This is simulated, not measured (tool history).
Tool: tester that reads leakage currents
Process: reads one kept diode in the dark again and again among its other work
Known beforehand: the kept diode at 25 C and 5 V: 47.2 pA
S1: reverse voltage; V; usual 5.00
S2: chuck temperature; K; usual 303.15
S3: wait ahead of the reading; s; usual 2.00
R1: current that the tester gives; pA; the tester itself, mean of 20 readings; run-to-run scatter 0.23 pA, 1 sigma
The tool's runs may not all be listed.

run 1 hour=0.0 | S1=5.00 S2=303.15 S3=2.00 | R1=73.18
run 2 hour=104.3 | S1=5.00 S2=303.15 S3=2.00 | R1=73.34
run 3 hour=172.3 | S1=5.00 S2=303.15 S3=0.31 | R1=76.24
run 4 hour=270.6 | S1=5.00 S2=303.15 S3=0.31 | R1=75.83
run 5 hour=385.6 | S1=5.73 S2=303.15 S3=2.00 | R1=76.92
run 6 hour=458.2 | S1=5.73 S2=303.15 S3=2.00 | R1=76.65
run 7 hour=558.8 | S1=5.73 S2=301.15 S3=2.00 | R1=64.61
run 8 hour=637.4 | S1=5.73 S2=301.15 S3=2.00 | R1=64.93
run 9 hour=748.3 | S1=5.00 S2=328.15 S3=2.00 | R1=515.67
run 10 hour=849.6 | S1=5.00 S2=328.15 S3=2.00 | R1=514.17
run 11 hour=968.2 | S1=5.00 S2=328.15 S3=2.00 | R1=517.04
run 12 hour=1043.5 | S1=5.00 S2=305.15 S3=2.00 | R1=86.35
run 13 hour=1112.0 | S1=5.00 S2=303.15 S3=0.99 | R1=73.78
run 14 hour=1170.4 | S1=5.00 S2=303.15 S3=0.99 | R1=73.85
run 15 hour=1236.8 | S1=5.00 S2=303.15 S3=0.99 | R1=73.53
run 16 hour=1346.8 | S1=5.00 S2=303.15 S3=0.99 | R1=73.79
run 17 hour=1414.7 | S1=5.00 S2=303.15 S3=2.00 | R1=73.25
run 18 hour=1519.7 | S1=5.00 S2=303.15 S3=2.00 | R1=72.97
run 19 hour=1582.9 | S1=5.00 S2=303.15 S3=2.00 | R1=72.78
run 20 hour=1677.9 | S1=5.00 S2=303.15 S3=2.00 | R1=72.98
run 21 hour=1788.5 | S1=5.00 S2=330.15 S3=2.00 | R1=595.99
run 22 hour=1869.0 | S1=5.00 S2=319.15 S3=3.61 | R1=263.15
run 23 hour=1984.2 | S1=12.61 S2=332.15 S3=1.10 | R1=940.77
run 24 hour=2045.6 | S1=12.61 S2=332.15 S3=1.10 | R1=948.28
run 25 hour=2129.8 | S1=2.39 S2=329.15 S3=1.59 | R1=427.16
run 26 hour=2198.0 | S1=2.39 S2=329.15 S3=1.59 | R1=428.54
run 27 hour=2317.8 | S1=4.00 S2=303.15 S3=2.00 | R1=67.61
run 28 hour=2379.6 | S1=4.00 S2=303.15 S3=0.62 | R1=68.66
run 29 hour=2460.7 | S1=5.00 S2=308.15 S3=0.43 | R1=112.87
run 30 hour=2525.9 | S1=5.00 S2=308.15 S3=0.43 | R1=112.44
-- hour=2577.9 chuck's temperature calibrated
run 31 hour=2613.2 | S1=5.00 S2=308.15 S3=0.43 | R1=113.47
run 32 hour=2681.8 | S1=5.00 S2=303.15 S3=3.62 | R1=72.99
run 33 hour=2757.9 | S1=5.00 S2=303.15 S3=3.62 | R1=72.70
run 34 hour=2815.3 | S1=7.22 S2=305.15 S3=2.02 | R1=98.94
run 35 hour=2929.4 | S1=7.22 S2=305.15 S3=2.02 | R1=98.59
run 36 hour=3026.6 | S1=5.00 S2=296.15 S3=8.85 | R1=39.89
run 37 hour=3131.1 | S1=1.89 S2=316.15 S3=2.13 | R1=149.45
run 38 hour=3186.5 | S1=1.32 S2=299.15 S3=1.74 | R1=32.54
run 39 hour=3247.0 | S1=7.14 S2=333.15 S3=1.93 | R1=832.96
run 40 hour=3355.1 | S1=11.79 S2=303.15 S3=4.71 | R1=99.15
run 41 hour=3459.7 | S1=11.21 S2=303.15 S3=2.00 | R1=97.81

Some steps in R1, run to run, broken into two amounts with sign: the step expected even without the hidden condition (settings, incoming material, random variation), and the rest, left for the hidden condition together with whatever gauge scatter is not in both the measured and the hidden-condition-free result:
The tool's hidden condition here consists of: stray current of the dirty probe card, pA a volt; current scale over the true one, %; true chuck temperature over the reading, C; drift of the gauge itself on leakage_pa, %.
Run 20 -> 21: S2 303.15 -> 330.15. R1 +523.01 pA: hidden state -0.57, all else +523.58.
Run 22 -> 23: S1 5.00 -> 12.61, S2 319.15 -> 332.15, S3 3.61 -> 1.10. R1 +677.62 pA: hidden state -0.75, all else +678.37.
Run 24 -> 25: S1 12.61 -> 2.39, S2 332.15 -> 329.15, S3 1.10 -> 1.59. R1 -521.12 pA: hidden state +0.58, all else -521.70.
Run 38 -> 39: S1 1.32 -> 7.14, S2 299.15 -> 333.15, S3 1.74 -> 1.93. R1 +800.42 pA: hidden state -0.18, all else +800.60.
Run 39 -> 40: S1 7.14 -> 11.79, S2 333.15 -> 303.15, S3 1.93 -> 4.71. R1 -733.81 pA: hidden state +0.18, all else -733.99.
